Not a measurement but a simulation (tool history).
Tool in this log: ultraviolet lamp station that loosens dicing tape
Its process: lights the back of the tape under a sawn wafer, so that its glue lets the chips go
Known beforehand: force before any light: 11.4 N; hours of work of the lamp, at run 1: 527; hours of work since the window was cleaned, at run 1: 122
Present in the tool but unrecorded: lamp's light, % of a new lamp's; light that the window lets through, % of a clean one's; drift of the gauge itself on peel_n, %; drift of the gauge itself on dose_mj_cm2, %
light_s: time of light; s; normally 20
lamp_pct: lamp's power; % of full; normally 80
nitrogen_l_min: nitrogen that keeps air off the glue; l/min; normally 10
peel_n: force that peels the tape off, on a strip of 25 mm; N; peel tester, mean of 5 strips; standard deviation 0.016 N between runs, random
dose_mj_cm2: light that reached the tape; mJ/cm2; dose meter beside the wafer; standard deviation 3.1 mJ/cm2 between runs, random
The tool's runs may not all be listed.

run,hour,light_s,lamp_pct,nitrogen_l_min,hours of work of the lamp,hours of work since the window was cleaned,peel_n,dose_mj_cm2
1,0,20,80,10,527,122,1.23,381
2,32,20,80,10,547,141,1.197,383
3,82.4,20,80,8,578,172,1.462,381
4,141.7,20,68,10,614,209,1.778,313
5,210.8,20,68,10,657,251,1.837,311
6,259.4,20,80,10,687,281,1.415,355
7,313.6,20,80,10,720,314,1.411,355
8,372.1,20,80,10,756,350,1.427,349
9,429.3,25,80,10,791,386,0.936,431
10,485.9,25,80,10,826,420,0.991,424
11,551.1,20,80,10,866,460,1.598,329
12,595,20,80,10,893,487,1.64,326
13,627.2,20,80,10,913,507,1.746,324
14,680.2,20,80,10,945,540,1.762,317
# hour 725.5: window cleaned of glue's vapour
# hour 730.9: lamp changed
15,742.4,20,80,10,7,10,0.784,467
16,810.4,20,80,10,49,52,0.824,458
17,840.2,20,80,10,67,70,0.827,455
18,906.6,20,80,10,108,111,0.863,450
19,950,20,68,19,135,137,0.869,377
20,1006.2,15,76,3,169,172,3.233,314
21,1047.2,15,76,3,194,197,3.525,305
22,1101.8,20,82,10,228,231,0.919,438
23,1139.6,30,71,10,251,254,0.498,560
24,1192.1,25,80,5,284,286,1.053,522
25,1263.8,25,80,5,328,330,1.082,514
26,1313.7,11,96,4,358,361,3.569,267
27,1371.2,11,69,7,394,396,4.211,185
28,1416,12,80,5,421,424,3.748,234
29,1475.8,12,80,5,458,461,3.836,227
30,1540.4,13,74,7,498,500,3.303,225
31,1609.4,13,74,7,540,543,3.43,221
# hour 1648.2: window cleaned of glue's vapour
32,1650.5,13,74,7,565,1,3.328,231
33,1715.3,31,82,7,605,41,0.559,595
34,1762.1,24,80,8,634,70,1.009,448

What differs in the tool's unlogged condition from the final listed run ahead of each entry between runs to the first listed run following it?
Runs 14 to 15: window cleaned of glue's vapour (hour 725.5); lamp changed (hour 730.9)
  lamp's light, % of a new lamp's: 69 -> 98.3; light that the window lets through, % of a clean one's: 95.8 -> 99.4
  measured less the result without the state, peel_n: +1.029 -> +0.043 N; dose_mj_cm2: -162 -> -11 mJ/cm2
Runs 31 to 32: window cleaned of glue's vapour (hour 1648.2)
  lamp's light, % of a new lamp's: 81.3 -> 80.5; light that the window lets through, % of a clean one's: 95.3 -> 99.8
  measured less the result without the state, peel_n: +0.98 -> +0.847 N; dose_mj_cm2: -64 -> -56 mJ/cm2
